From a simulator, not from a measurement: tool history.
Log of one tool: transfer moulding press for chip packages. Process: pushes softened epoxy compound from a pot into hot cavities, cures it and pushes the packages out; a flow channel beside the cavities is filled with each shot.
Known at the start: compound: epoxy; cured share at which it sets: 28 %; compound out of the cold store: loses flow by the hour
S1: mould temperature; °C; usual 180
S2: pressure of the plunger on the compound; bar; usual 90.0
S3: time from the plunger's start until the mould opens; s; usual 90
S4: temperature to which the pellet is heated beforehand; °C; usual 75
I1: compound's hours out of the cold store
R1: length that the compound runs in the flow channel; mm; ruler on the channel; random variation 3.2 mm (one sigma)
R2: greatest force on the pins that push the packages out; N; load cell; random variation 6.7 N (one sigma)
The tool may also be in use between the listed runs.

run	hour	S1	S2	S3	S4	I1	R1	R2
1	0.0	180	90.0	90	75	10.8	930	442
2	48.8	180	90.0	90	75	32.3	839	387
3	100.2	180	90.0	90	71	31.9	829	417
4	151.1	180	90.0	90	71	11.3	893	432
5	218.0	173	90.0	90	71	22.3	926	435
6	260.7	184	90.0	90	71	23.7	882	407
7	309.9	184	90.0	90	71	19.1	887	413
8	356.7	180	92.6	90	75	22.8	889	438
9	427.2	180	92.6	90	75	26.2	869	334
10	488.2	180	90.0	74	72	42.9	785	490
11	561.4	180	90.0	74	72	27.3	889	633
12	606.4	180	90.0	74	72	29.4	864	607
13	642.9	182	98.9	81	65	19.9	939	416
14	675.5	182	83.6	81	78	36.8	796	334
15	730.9	178	82.1	90	68	21.4	841	387
16	800.1	182	77.7	92	81	24.2	787	383

Taken out of this log: 20 entries between the listed runs. Where each belongs, and how the hidden state differs across it:
Between runs 1 and 2: cavities cleaned with cleaning compound and waxed (hour 12.3)
  true mould temperature over the reading, C: 0.1 -> 0.07; pressure that reaches the compound, % of what is set: 94.03 -> 92.16; grip of the stained cavities, % over clean ones': 59.2 -> 47.2
  measured less the result without the state, R1: -30 -> -35 mm; R2: +164 -> +124 N
Between runs 2 and 3: cavities cleaned with cleaning compound and waxed (hour 61.5)
  true mould temperature over the reading, C: 0.07 -> 0.03; pressure that reaches the compound, % of what is set: 92.16 -> 90.21; grip of the stained cavities, % over clean ones': 47.2 -> 53.3
  measured less the result without the state, R1: -35 -> -44 mm; R2: +124 -> +146 N
Between runs 3 and 4: cavities cleaned with cleaning compound and waxed (hour 112.2)
  true mould temperature over the reading, C: 0.03 -> 0; pressure that reaches the compound, % of what is set: 90.21 -> 88.26; grip of the stained cavities, % over clean ones': 53.3 -> 56.4
  measured less the result without the state, R1: -44 -> -57 mm; R2: +146 -> +158 N
Between runs 4 and 5: cavities cleaned with cleaning compound and waxed (hour 164.0); plunger's sealing rings changed (hour 190.3); mould's thermocouples calibrated (hour 206.6); cavities cleaned with cleaning compound and waxed (hour 218.0)
  true mould temperature over the reading, C: 0 -> -0.18; pressure that reaches the compound, % of what is set: 88.26 -> 98.47; grip of the stained cavities, % over clean ones': 56.4 -> 3.3
  measured less the result without the state, R1: -57 -> -7 mm; R2: +158 -> +20 N
Between runs 6 and 7: cavities cleaned with cleaning compound and waxed (hour 265.8)
  true mould temperature over the reading, C: -0.21 -> -0.25; pressure that reaches the compound, % of what is set: 96.75 -> 94.74; grip of the stained cavities, % over clean ones': 58.2 -> 60.6
  measured less the result without the state, R1: -14 -> -23 mm; R2: +151 -> +156 N
Between runs 7 and 8: cavities cleaned with cleaning compound and waxed (hour 316.6)
  true mould temperature over the reading, C: -0.25 -> -0.28; pressure that reaches the compound, % of what is set: 94.74 -> 92.91; grip of the stained cavities, % over clean ones': 60.6 -> 56.7
  measured less the result without the state, R1: -23 -> -33 mm; R2: +156 -> +161 N
Between runs 8 and 9: cavities cleaned with cleaning compound and waxed (hour 366.4); cavities cleaned with cleaning compound and waxed (hour 417.8)
  true mould temperature over the reading, C: -0.28 -> -0.32; pressure that reaches the compound, % of what is set: 92.91 -> 90.2; grip of the stained cavities, % over clean ones': 56.7 -> 18.8
  measured less the result without the state, R1: -33 -> -45 mm; R2: +161 -> +55 N
Between runs 9 and 10: cavities cleaned with cleaning compound and waxed (hour 467.2)
  true mould temperature over the reading, C: -0.32 -> -0.37; pressure that reaches the compound, % of what is set: 90.2 -> 87.76; grip of the stained cavities, % over clean ones': 18.8 -> 33.3
  measured less the result without the state, R1: -45 -> -52 mm; R2: +55 -> +131 N
Between runs 10 and 11: cavities cleaned with cleaning compound and waxed (hour 515.6); plunger's sealing rings changed (hour 521.5)
  true mould temperature over the reading, C: -0.37 -> -0.41; pressure that reaches the compound, % of what is set: 87.76 -> 97.93; grip of the stained cavities, % over clean ones': 33.3 -> 55.9
  measured less the result without the state, R1: -52 -> -8 mm; R2: +131 -> +238 N
Between runs 11 and 12: cavities cleaned with cleaning compound and waxed (hour 567.7)
  true mould temperature over the reading, C: -0.41 -> -0.44; pressure that reaches the compound, % of what is set: 97.93 -> 96.18; grip of the stained cavities, % over clean ones': 55.9 -> 53.2
  measured less the result without the state, R1: -8 -> -16 mm; R2: +238 -> +220 N
Between runs 12 and 13: cavities cleaned with cleaning compound and waxed (hour 619.3)
  true mould temperature over the reading, C: -0.44 -> -0.47; pressure that reaches the compound, % of what is set: 96.18 -> 94.62; grip of the stained cavities, % over clean ones': 53.2 -> 39.8
  measured less the result without the state, R1: -16 -> -25 mm; R2: +220 -> +125 N
Between runs 13 and 14: cavities cleaned with cleaning compound and waxed (hour 669.1)
  true mould temperature over the reading, C: -0.47 -> -0.49; pressure that reaches the compound, % of what is set: 94.62 -> 93.33; grip of the stained cavities, % over clean ones': 39.8 -> 12.7
  measured less the result without the state, R1: -25 -> -27 mm; R2: +125 -> +43 N
Between runs 14 and 15: cavities cleaned with cleaning compound and waxed (hour 717.1)
  true mould temperature over the reading, C: -0.49 -> -0.53; pressure that reaches the compound, % of what is set: 93.33 -> 91.16; grip of the stained cavities, % over clean ones': 12.7 -> 23.6
  measured less the result without the state, R1: -27 -> -39 mm; R2: +43 -> +83 N
Between runs 15 and 16: cavities cleaned with cleaning compound and waxed (hour 768.8); mould's thermocouples calibrated (hour 785.3)
  true mould temperature over the reading, C: -0.53 -> -0.23; pressure that reaches the compound, % of what is set: 91.16 -> 88.38; grip of the stained cavities, % over clean ones': 23.6 -> 43.4
  measured less the result without the state, R1: -39 -> -49 mm; R2: +83 -> +115 N

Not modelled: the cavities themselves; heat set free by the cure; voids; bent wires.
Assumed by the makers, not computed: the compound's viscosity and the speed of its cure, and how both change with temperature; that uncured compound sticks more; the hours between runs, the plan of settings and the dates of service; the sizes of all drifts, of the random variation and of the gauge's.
